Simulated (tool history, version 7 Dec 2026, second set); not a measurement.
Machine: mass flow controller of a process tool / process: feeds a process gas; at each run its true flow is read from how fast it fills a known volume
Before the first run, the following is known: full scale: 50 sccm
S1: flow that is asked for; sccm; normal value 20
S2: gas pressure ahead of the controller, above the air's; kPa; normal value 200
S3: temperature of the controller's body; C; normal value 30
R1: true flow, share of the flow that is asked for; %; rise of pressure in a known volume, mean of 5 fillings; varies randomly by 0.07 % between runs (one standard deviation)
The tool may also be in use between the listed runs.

Run 1, day 0.000: usual settings. Result: R1 93.64 %.
Run 2, day 16.979: usual settings. Result: R1 93.37 %.
Run 3, day 25.529: usual settings. Result: R1 93.12 %.
Run 4, day 37.912: usual settings. Result: R1 92.89 %.
Run 5, day 46.029: usual settings. Result: R1 92.63 %.
Run 6, day 64.171: usual settings. Result: R1 92.27 %.
Run 7, day 74.996: usual settings. Result: R1 92.00 %.
Run 8, day 90.517: usual settings. Result: R1 91.73 %.
Run 9, day 102.646: usual settings but S3 40 C. Result: R1 91.66 %.
At day 104.875: controller exchanged for a calibrated one.
Run 10, day 121.179: usual settings but S3 40 C. Result: R1 98.97 %.
Run 11, day 140.008: usual settings but S3 40 C. Result: R1 98.55 %.
Run 12, day 152.317: usual settings but S3 40 C. Result: R1 98.31 %.
Run 13, day 163.504: usual settings but S3 40 C. Result: R1 98.05 %.
Run 14, day 181.450: usual settings but S3 40 C. Result: R1 97.86 %.
Run 15, day 192.367: usual settings but S3 40 C. Result: R1 97.43 %.
Run 16, day 207.308: usual settings but S3 40 C. Result: R1 97.19 %.
Run 17, day 218.808: usual settings. Result: R1 96.54 %.
Run 18, day 236.879: usual settings. Result: R1 96.11 %.
Run 19, day 255.571: usual settings. Result: R1 95.78 %.
Run 20, day 273.662: usual settings but S3 39 C. Result: R1 95.83 %.
Run 21, day 292.658: usual settings but S3 39 C. Result: R1 95.43 %.
Run 22, day 307.071: usual settings but S3 39 C. Result: R1 95.00 %.
Run 23, day 317.196: usual settings but S3 39 C. Result: R1 94.89 %.
Run 24, day 325.850: usual settings but S1 44 sccm, S2 218 kPa, S3 25 C. Result: R1 96.70 %.
Run 25, day 334.233: usual settings but S2 258 kPa. Result: R1 93.89 %.
Run 26, day 344.158: usual settings but S2 258 kPa. Result: R1 93.83 %.
Run 27, day 355.958: usual settings but S2 148 kPa, S3 23 C. Result: R1 93.62 %.
Run 28, day 365.004: usual settings but S2 148 kPa, S3 23 C. Result: R1 93.35 %.
At day 366.846: controller's zero set anew.
Run 29, day 382.550: usual settings but S1 37 sccm, S2 237 kPa. Result: R1 97.06 %.
Run 30, day 394.508: usual settings but S1 12 sccm, S2 150 kPa, S3 22 C. Result: R1 95.11 %.
Run 31, day 408.575: usual settings but S1 42 sccm, S2 210 kPa, S3 32 C. Result: R1 97.19 %.
Run 32, day 423.396: usual settings but S1 42 sccm, S2 210 kPa, S3 32 C. Result: R1 96.98 %.
Run 33, day 439.196: usual settings but S1 38 sccm, S2 151 kPa, S3 33 C. Result: R1 96.74 %.
Run 34, day 457.300: usual settings but S1 12 sccm, S2 247 kPa. Result: R1 93.42 %.
Run 35, day 468.071: usual settings but S1 12 sccm, S2 247 kPa. Result: R1 93.21 %.
Run 36, day 478.550: usual settings but S1 10 sccm, S2 171 kPa, S3 34 C. Result: R1 92.81 %.
Run 37, day 497.704: usual settings but S1 35 sccm, S2 237 kPa, S3 34 C. Result: R1 95.36 %.
Run 38, day 515.662: usual settings but S2 194 kPa. Result: R1 93.44 %.
Run 39, day 525.521: usual settings but S1 6 sccm, S2 205 kPa, S3 22 C. Result: R1 87.84 %.
Run 40, day 542.642: usual settings but S1 6 sccm, S2 205 kPa, S3 22 C. Result: R1 86.96 %.

How would selected steps in R1 from run to run divide? Give the signed amount a tool lacking its hidden state would still show from settings, what came in and random variation, and the signed amount left for the hidden state, including any gauge scatter that is not in both of the compared results.
Unlogged tool condition in this case: flow at rest that the sensor doesn't see, % of full scale; true flow over the shown one, %; drift of the gauge itself on true_pct, %.
Run 9 -> 10: controller exchanged for a calibrated one. R1 +7.31 %: hidden state +7.14, all else +0.17.
Run 28 -> 29: S1 20 -> 37, S2 148 -> 237, S3 23 -> 30, controller's zero set anew. R1 +3.71 %: hidden state +2.90, all else +0.81.
Run 38 -> 39: S1 20 -> 6, S2 194 -> 205, S3 30 -> 22. R1 -5.60 %: hidden state -4.60, all else -1.00.

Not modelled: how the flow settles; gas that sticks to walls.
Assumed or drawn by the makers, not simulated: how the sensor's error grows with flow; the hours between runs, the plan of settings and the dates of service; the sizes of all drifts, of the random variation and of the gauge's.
